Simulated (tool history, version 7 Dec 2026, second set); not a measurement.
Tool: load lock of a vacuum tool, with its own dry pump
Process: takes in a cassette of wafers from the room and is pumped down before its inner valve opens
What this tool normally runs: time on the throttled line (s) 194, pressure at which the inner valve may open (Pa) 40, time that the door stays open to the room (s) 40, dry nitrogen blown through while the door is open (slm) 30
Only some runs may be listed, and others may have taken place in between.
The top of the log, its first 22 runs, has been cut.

| run | hour | time on the throttled line (s) | pressure at which the inner valve may open (Pa) | time that the door stays open to the room (s) | dry nitrogen blown through while the door is open (slm) | incoming humidity of the room's air, % | time from the closed door until the inner valve may open (s) | rise of the pressure with all valves shut (Pa/min) |
|---|---|---|---|---|---|---|---|---|
| 23 | 4865.9 | 255 | 31 | 42 | 30 | 45.5 | 319.3 | 0.028 |
| 24 | 5168.8 | 194 | 51 | 27 | 30 | 44.3 | 258.0 | 0.023 |
| 25 | 5333.3 | 194 | 47 | 116 | 33 | 45.3 | 258.9 | 0.044 |
| 26 | 5637.1 | 134 | 57 | 116 | 33 | 46.8 | 202.8 | 0.044 |
| 27 | 5840.8 | 134 | 57 | 116 | 33 | 44.6 | 203.3 | 0.046 |
| 28 | 6005.4 | 98 | 38 | 49 | 19 | 44.6 | 176.1 | 0.039 |
| 29 | 6312.4 | 133 | 60 | 40 | 30 | 45.0 | 203.4 | 0.026 |
| 30 | 6591.5 | 221 | 55 | 40 | 30 | 44.9 | 283.4 | 0.028 |
| 31 | 6763.6 | 317 | 49 | 65 | 10 | 43.0 | 372.3 | 0.052 |
| 32 | 6890.0 | 317 | 52 | 46 | 10 | 45.0 | 370.5 | 0.041 |
| 33 | 7174.9 | 317 | 52 | 46 | 10 | 46.4 | 369.8 | 0.043 |
| 34 | 7306.8 | 168 | 40 | 40 | 29 | 46.1 | 237.9 | 0.025 |
| 35 | 7434.4 | 168 | 40 | 40 | 29 | 48.1 | 238.8 | 0.033 |
| 36 | 7641.7 | 164 | 30 | 39 | 5 | 45.1 | 237.5 | 0.049 |
| 37 | 7856.3 | 164 | 30 | 39 | 5 | 44.3 | 238.0 | 0.043 |
| 38 | 8160.0 | 377 | 40 | 188 | 30 | 46.1 | 424.8 | 0.057 |

3 ways to go on from here, each from the tool as it stands after run 38. What would each give?
| A | 8423.1 | 256 | 40 | 40 | 30 | 44.4 | ? | ? |
| B | 8423.1 | 174 | 39 | 149 | 30 | 45.2 | ? | ? |
| C | 8423.1 | 243 | 50 | 43 | 30 | 45.7 | ? | ? |

| run | time from the closed door until the inner valve may open (s) | rise of the pressure with all valves shut (Pa/min) |
|---|---|---|
| A | 316.2 | 0.026 |
| B | 243.2 | 0.052 |
| C | 303.8 | 0.029 |
Take away the tool's hidden state, keep each run's random variation, and the runs would have read:
| run | time from the closed door until the inner valve may open (s) | rise of the pressure with all valves shut (Pa/min) |
|---|---|---|
| A | 316.2 | 0.026 |
| B | 243.2 | 0.052 |
| C | 303.8 | 0.028 |
